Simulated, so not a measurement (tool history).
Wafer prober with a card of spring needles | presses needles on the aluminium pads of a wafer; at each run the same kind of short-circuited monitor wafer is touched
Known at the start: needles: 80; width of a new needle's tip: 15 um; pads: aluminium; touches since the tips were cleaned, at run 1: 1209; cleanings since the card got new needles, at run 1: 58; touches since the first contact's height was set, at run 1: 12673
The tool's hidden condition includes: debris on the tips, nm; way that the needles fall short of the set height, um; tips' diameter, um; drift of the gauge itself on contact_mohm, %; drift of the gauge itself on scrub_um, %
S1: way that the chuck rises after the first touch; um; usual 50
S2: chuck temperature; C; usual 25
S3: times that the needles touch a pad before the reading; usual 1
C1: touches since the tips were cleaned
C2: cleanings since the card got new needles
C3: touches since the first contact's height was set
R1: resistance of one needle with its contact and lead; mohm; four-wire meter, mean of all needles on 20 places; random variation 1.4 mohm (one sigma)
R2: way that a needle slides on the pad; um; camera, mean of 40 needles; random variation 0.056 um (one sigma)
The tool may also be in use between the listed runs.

{"run": 1, "day": 0.0, "S1": 50, "S2": 25, "S3": 1, "C1": 1209, "C2": 58, "C3": 12673, "R1": 237, "R2": 11.98}
{"day": 0.3, "done": "tips cleaned on abrasive film"}
{"run": 2, "day": 0.329, "S1": 50, "S2": 25, "S3": 1, "C1": 414, "C2": 59, "C3": 17300, "R1": 177, "R2": 11.96}
{"run": 3, "day": 0.617, "S1": 50, "S2": 25, "S3": 1, "C1": 4448, "C2": 59, "C3": 21334, "R1": 325, "R2": 11.86}
{"day": 0.667, "done": "tips cleaned on abrasive film"}
{"run": 4, "day": 0.875, "S1": 54, "S2": 25, "S3": 1, "C1": 2948, "C2": 60, "C3": 24961, "R1": 266, "R2": 12.89}
{"day": 1.067, "done": "tips cleaned on abrasive film"}
{"run": 5, "day": 1.388, "S1": 54, "S2": 25, "S3": 1, "C1": 4591, "C2": 61, "C3": 32204, "R1": 296, "R2": 12.78}
{"day": 1.438, "done": "tips cleaned on abrasive film"}
{"day": 1.808, "done": "tips cleaned on abrasive film"}
{"run": 6, "day": 1.983, "S1": 54, "S2": 25, "S3": 1, "C1": 2513, "C2": 63, "C3": 40531, "R1": 261, "R2": 12.64}
{"day": 2.171, "done": "tips cleaned on abrasive film"}
{"run": 7, "day": 2.254, "S1": 54, "S2": 25, "S3": 1, "C1": 1136, "C2": 64, "C3": 44272, "R1": 205, "R2": 12.56}
{"day": 2.55, "done": "tips cleaned on abrasive film"}
{"run": 8, "day": 2.833, "S1": 54, "S2": 25, "S3": 1, "C1": 4002, "C2": 65, "C3": 52461, "R1": 294, "R2": 12.74}
{"day": 2.875, "done": "height of the first contact set anew"}
{"day": 2.929, "done": "tips cleaned on abrasive film"}
{"day": 3.312, "done": "tips cleaned on abrasive film"}
{"run": 9, "day": 3.412, "S1": 54, "S2": 25, "S3": 1, "C1": 1418, "C2": 67, "C3": 7468, "R1": 224, "R2": 12.57}
{"day": 3.7, "done": "tips cleaned on abrasive film"}
{"run": 10, "day": 4.017, "S1": 54, "S2": 25, "S3": 1, "C1": 4493, "C2": 68, "C3": 15982, "R1": 307, "R2": 12.54}
{"day": 4.071, "done": "tips cleaned on abrasive film"}
{"run": 11, "day": 4.412, "S1": 61, "S2": 25, "S3": 1, "C1": 4844, "C2": 69, "C3": 21551, "R1": 271, "R2": 14.22}
{"day": 4.467, "done": "tips cleaned on abrasive film"}
{"day": 4.879, "done": "tips cleaned on abrasive film"}
{"run": 12, "day": 4.908, "S1": 37, "S2": 42, "S3": 1, "C1": 373, "C2": 71, "C3": 28434, "R1": 218, "R2": 8.55}
{"run": 13, "day": 5.183, "S1": 64, "S2": 56, "S3": 1, "C1": 4332, "C2": 71, "C3": 32393, "R1": 250, "R2": 15.01}
{"day": 5.279, "done": "tips cleaned on abrasive film"}
{"day": 5.504, "done": "height of the first contact set anew, once more"}
{"run": 14, "day": 5.542, "S1": 50, "S2": 123, "S3": 1, "C1": 3593, "C2": 72, "C3": 544, "R1": 302, "R2": 11.92}
{"day": 5.675, "done": "tips cleaned on abrasive film"}
{"run": 15, "day": 5.858, "S1": 50, "S2": 123, "S3": 1, "C1": 2572, "C2": 73, "C3": 4930, "R1": 289, "R2": 11.99}
{"day": 6.05, "done": "tips cleaned on abrasive film"}
{"run": 16, "day": 6.221, "S1": 50, "S2": 123, "S3": 3, "C1": 2421, "C2": 74, "C3": 10017, "R1": 195, "R2": 11.89}
{"day": 6.458, "done": "tips cleaned on abrasive film"}
{"run": 17, "day": 6.6, "S1": 50, "S2": 25, "S3": 3, "C1": 1961, "C2": 75, "C3": 15336, "R1": 188, "R2": 11.87}
{"day": 6.854, "done": "tips cleaned on abrasive film"}
{"run": 18, "day": 7.104, "S1": 50, "S2": 25, "S3": 3, "C1": 3566, "C2": 76, "C3": 22467, "R1": 201, "R2": 11.9}

Here are 5 independent what-if runs from the current tool condition. What would each one return?
{"day": 7.238, "done": "tips cleaned on abrasive film"}
{"run": "A", "day": 7.475, "S1": 50, "S2": 110, "S3": 1, "C1": 3343, "C2": 77, "C3": 27630, "R1": "?", "R2": "?"}
{"day": 7.238, "done": "tips cleaned on abrasive film"}
{"run": "B", "day": 7.475, "S1": 45, "S2": 25, "S3": 1, "C1": 3343, "C2": 77, "C3": 27630, "R1": "?", "R2": "?"}
{"day": 7.238, "done": "tips cleaned on abrasive film"}
{"run": "C", "day": 7.475, "S1": 63, "S2": 38, "S3": 3, "C1": 3343, "C2": 77, "C3": 27630, "R1": "?", "R2": "?"}
{"day": 7.238, "done": "tips cleaned on abrasive film"}
{"run": "D", "day": 7.475, "S1": 48, "S2": 63, "S3": 1, "C1": 3343, "C2": 77, "C3": 27630, "R1": "?", "R2": "?"}
{"day": 7.238, "done": "tips cleaned on abrasive film"}
{"run": "E", "day": 7.475, "S1": 50, "S2": 91, "S3": 2, "C1": 3343, "C2": 77, "C3": 27630, "R1": "?", "R2": "?"}

run=A R1=311 R2=11.87
run=B R1=360 R2=10.60
run=C R1=172 R2=14.84
run=D R1=329 R2=11.37
run=E R1=246 R2=11.78
Take away the tool's hidden state, keep each run's random variation, and the runs would have read:
run=A R1=142 R2=12.02
run=B R1=129 R2=10.75
run=C R1=126 R2=14.99
run=D R1=137 R2=11.52
run=E R1=140 R2=11.93
